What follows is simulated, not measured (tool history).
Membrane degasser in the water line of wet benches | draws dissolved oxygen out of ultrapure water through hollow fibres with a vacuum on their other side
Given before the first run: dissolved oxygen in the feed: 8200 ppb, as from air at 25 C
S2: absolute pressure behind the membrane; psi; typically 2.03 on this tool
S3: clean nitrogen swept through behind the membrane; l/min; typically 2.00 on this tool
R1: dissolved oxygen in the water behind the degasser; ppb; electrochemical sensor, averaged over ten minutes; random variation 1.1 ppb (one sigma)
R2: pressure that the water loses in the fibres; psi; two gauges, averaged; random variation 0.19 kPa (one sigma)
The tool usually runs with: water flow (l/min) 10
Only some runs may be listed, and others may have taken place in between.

Run 1, hour 0.0: usual settings. Result: R1 147.7 ppb, R2 6.076 psi.
Run 2, hour 33.6: usual settings. Result: R1 145.9 ppb, R2 6.050 psi.
Run 3, hour 57.1: usual settings but S3 2.05 l/min. Result: R1 142.8 ppb, R2 6.050 psi.
Run 4, hour 93.9: usual settings but S3 2.05 l/min. Result: R1 142.1 ppb, R2 5.989 psi.
At hour 123.2: vacuum gauge calibrated.
Run 5, hour 135.3: usual settings but S3 2.05 l/min. Result: R1 142.4 ppb, R2 5.978 psi.
Run 6, hour 174.6: usual settings but water flow (l/min) 7. Result: R1 98.3 ppb, R2 4.167 psi.
Run 7, hour 200.6: usual settings but water flow (l/min) 7. Result: R1 98.2 ppb, R2 4.215 psi.
Run 8, hour 241.4: usual settings but S2 2.35 psi. Result: R1 169.8 ppb, R2 5.973 psi.
Run 9, hour 271.4: usual settings but S2 2.35 psi. Result: R1 169.8 ppb, R2 5.949 psi.
Run 10, hour 308.5: usual settings. Result: R1 146.9 ppb, R2 5.993 psi.
Run 11, hour 327.8: usual settings. Result: R1 145.6 ppb, R2 5.992 psi.
Run 12, hour 361.4: usual settings but S3 2.48 l/min. Result: R1 123.9 ppb, R2 5.938 psi.
Run 13, hour 399.3: usual settings but S3 2.48 l/min. Result: R1 120.9 ppb, R2 5.976 psi.
Run 14, hour 438.5: usual settings but S2 3.03 psi, S3 1.64 l/min. Result: R1 269.7 ppb, R2 5.978 psi.
Run 15, hour 481.5: usual settings but S2 4.02 psi, S3 2.44 l/min. Result: R1 255.6 ppb, R2 5.958 psi.
Run 16, hour 501.2: usual settings but S2 4.02 psi, S3 2.44 l/min. Result: R1 256.5 ppb, R2 5.960 psi.
Run 17, hour 543.7: usual settings but S2 4.02 psi, S3 2.44 l/min. Result: R1 253.9 ppb, R2 5.952 psi.
Run 18, hour 563.8: usual settings but water flow (l/min) 9, S2 2.73 psi. Result: R1 183.2 ppb, R2 5.332 psi.
Run 19, hour 594.9: usual settings but water flow (l/min) 14, S2 2.73 psi. Result: R1 285.5 ppb, R2 8.353 psi.
Run 20, hour 630.5: usual settings but water flow (l/min) 14, S2 1.96 psi, S3 1.59 l/min. Result: R1 247.0 ppb, R2 8.260 psi.
Run 21, hour 660.0: usual settings but water flow (l/min) 14, S2 2.39 psi, S3 2.61 l/min. Result: R1 201.3 ppb, R2 8.277 psi.

Run 22 has not been measured yet. What should we expect?
Run 22, hour 697.2: usual settings but water flow (l/min) 8, S3 5.81 l/min. Result: R1 ?, R2 ?.

{"run 22": {"R1": 46.2, "R2": 4.72}}
With no hidden state in the tool, this same run would have given R1 46.1 ppb, R2 4.788 psi.
